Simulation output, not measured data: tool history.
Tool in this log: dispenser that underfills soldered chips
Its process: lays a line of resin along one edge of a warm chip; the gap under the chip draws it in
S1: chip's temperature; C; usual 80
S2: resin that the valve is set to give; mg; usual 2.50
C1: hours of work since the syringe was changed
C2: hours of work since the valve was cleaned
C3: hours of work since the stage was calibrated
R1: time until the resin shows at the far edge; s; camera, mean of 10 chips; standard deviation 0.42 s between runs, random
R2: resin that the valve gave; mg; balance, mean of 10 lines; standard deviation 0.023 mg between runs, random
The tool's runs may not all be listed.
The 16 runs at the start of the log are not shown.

run     day  S1    S2  C1  C2   C3    R1    R2
 17   5.904  87  2.50   5  29  359  33.7  2.40
 18   6.117  87  2.50   8  32  362  42.5  2.46
      6.333  -- new syringe of resin
 19   6.562  67  2.26   4  39  369  52.8  2.20
 20   6.779  81  3.14   7  43  372  44.8  3.02
      7.058  -- new syringe of resin
 21   7.296  81  3.04   4  51  380  36.3  2.95
 22   7.650  95  2.54   9  56  386  38.6  2.48
      7.788  -- new syringe of resin
 23   7.983  68  2.64   3  61  391  48.9  2.51
 24   8.467  68  2.64  11  69  399  91.3  2.49
      8.525  -- new syringe of resin
 25   8.750  90  2.85   4  73  403  25.3  2.69
      9.250  -- new syringe of resin
 26   9.250  71  2.17   0  81  411  35.9  2.05
      9.383  -- dispensing valve cleaned and set on the balance
 27   9.733  93  2.17   7   6  418  32.0  2.16
     10.017  -- new syringe of resin
 28  10.046  86  2.53   0  10  422  23.3  2.50
 29  10.458  86  2.53   7  17  429  39.5  2.51
     10.783  -- new syringe of resin
 30  10.804  73  2.82   0  22  434  32.9  2.80
 31  11.225  93  3.04   7  29  441  31.4  2.94
     11.508  -- new syringe of resin
 32  11.679  93  3.04   3  36  448  23.1  2.93
 33  12.179  93  3.04  11  44  456  42.4  2.91
     12.246  -- new syringe of resin
 34  12.654  93  3.04   6  51  463  30.2  2.89
 35  12.921  78  2.66  11  55  467  66.1  2.54

Here are 5 independent what-if runs from the current tool condition. What would each one return?
     13.000  -- new syringe of resin
  A  13.246  66  2.67   4  60  472   ?   ?
     13.000  -- new syringe of resin
  B  13.246  66  2.86   4  60  472   ?   ?
     13.000  -- new syringe of resin
  C  13.246  90  2.12   4  60  472   ?   ?
     13.000  -- new syringe of resin
  D  13.246  71  2.15   4  60  472   ?   ?
     13.000  -- new syringe of resin
  E  13.246  77  2.59   4  60  472   ?   ?

run    R1    R2
  A  54.5  2.55
  B  53.6  2.71
  C  27.4  2.01
  D  48.4  2.06
  E  38.9  2.41
With the hidden condition removed and each run's random variation left untouched, the same runs would have given:
run    R1    R2
  A  44.3  2.68
  B  43.5  2.85
  C  21.8  2.11
  D  38.9  2.16
  E  31.4  2.54
